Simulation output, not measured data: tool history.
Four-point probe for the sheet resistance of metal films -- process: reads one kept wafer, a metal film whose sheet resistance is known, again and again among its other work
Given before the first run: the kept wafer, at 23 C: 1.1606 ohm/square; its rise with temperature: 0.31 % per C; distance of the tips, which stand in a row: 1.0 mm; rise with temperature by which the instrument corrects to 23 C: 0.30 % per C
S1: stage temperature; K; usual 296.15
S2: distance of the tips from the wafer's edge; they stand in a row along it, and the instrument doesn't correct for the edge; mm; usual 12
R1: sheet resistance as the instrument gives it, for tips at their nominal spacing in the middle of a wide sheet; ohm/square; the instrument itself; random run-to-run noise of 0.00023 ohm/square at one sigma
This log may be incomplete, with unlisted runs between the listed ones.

run,hour,S1,S2,R1
1,0.0,296.15,12,1.158593
2,28.9,296.15,12,1.159579
3,59.1,296.15,12,1.158922
4,105.7,296.15,12,1.159583
5,145.3,296.15,12,1.159566
6,199.0,296.15,12,1.159355
# hour 202.1: stage's thermometer calibrated
7,234.4,296.15,12,1.159696
8,275.7,296.15,12,1.160513
9,319.1,296.15,12,1.159930
# hour 350.0: stage's thermometer calibrated, once more
10,352.0,296.15,12,1.160135
11,381.0,296.15,12,1.160196
12,433.6,296.15,72,1.155931

For run 13, what comes out?
13,484.8,296.15,20,?

Run 13 measured R1 1.157944 ohm/square.
Were there no unlogged condition in the tool, this run, its random variation unchanged, would have produced R1 1.162606 ohm/square.
